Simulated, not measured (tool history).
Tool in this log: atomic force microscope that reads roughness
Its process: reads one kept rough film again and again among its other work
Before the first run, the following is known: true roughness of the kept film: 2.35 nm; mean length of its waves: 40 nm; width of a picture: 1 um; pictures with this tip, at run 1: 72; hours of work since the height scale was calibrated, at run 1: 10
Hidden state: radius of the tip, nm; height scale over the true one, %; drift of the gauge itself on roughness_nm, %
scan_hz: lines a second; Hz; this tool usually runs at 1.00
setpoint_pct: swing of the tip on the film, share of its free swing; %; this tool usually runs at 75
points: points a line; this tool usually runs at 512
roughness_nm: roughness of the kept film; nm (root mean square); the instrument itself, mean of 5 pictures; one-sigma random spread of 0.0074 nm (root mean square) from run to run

run	hour	scan_hz	setpoint_pct	points	pictures with this tip	hours of work since the height scale was calibrated	roughness_nm
1	0.0	1.00	75	512	72	10	2.113
2	8.0	1.00	75	512	80	15	2.097
3	14.8	1.00	75	512	87	19	2.106
4	20.7	1.18	75	512	92	23	2.072
5	29.1	1.00	75	512	101	28	2.108
6	40.6	1.00	75	512	112	35	2.095
7	46.3	0.55	75	512	117	38	2.171
8	52.1	1.00	75	512	123	42	2.108
9	57.6	1.00	75	512	129	45	2.111
10	64.2	1.00	75	512	135	49	2.091
11	73.0	1.00	75	512	144	55	2.121
12	82.7	1.00	75	512	153	60	2.105
13	88.6	1.00	81	512	159	64	2.049
14	97.8	0.63	75	512	168	70	2.171
15	103.7	1.00	75	512	174	73	2.107
# hour 109.3: new tip fitted
16	112.7	1.00	75	512	3	78	2.113
17	120.6	1.00	75	512	11	83	2.093
18	133.2	1.00	75	512	23	91	2.093
19	144.7	1.00	75	512	35	98	2.100
20	151.1	1.16	87	512	41	101	1.946
21	158.8	1.00	66	512	49	106	2.172
22	170.6	1.00	66	512	60	113	2.164
23	175.7	0.78	75	395	65	116	2.152
24	186.5	1.04	75	895	76	123	2.086
25	197.8	1.00	63	512	87	130	2.173
26	208.8	2.16	55	815	98	136	2.162
27	218.3	3.55	87	624	107	142	1.486
28	229.5	1.00	75	292	118	149	2.086
29	239.2	0.63	75	809	128	155	2.170
30	245.8	0.63	75	809	134	159	2.176
31	252.1	3.51	74	712	140	162	1.793
32	258.4	1.51	75	512	147	166	2.013
33	264.9	0.70	59	512	153	170	2.222
34	275.0	1.00	82	512	163	176	2.043
35	284.6	1.00	59	512	172	182	2.198
# hour 292.2: new tip fitted
36	293.4	1.51	59	512	2	187	2.188
37	304.9	1.51	59	512	13	194	2.184

Forecast each of these 4 alternatives for the next run:
A	316.9	1.51	59	917	25	201	?
B	316.9	3.80	58	512	25	201	?
C	316.9	1.00	89	898	25	201	?
D	316.9	1.33	59	773	25	201	?

run	roughness_nm
A	2.176
B	2.053
C	1.953
D	2.188
Without the tool's hidden state the same runs would have given:
run	roughness_nm
A	2.177
B	2.053
C	1.954
D	2.189
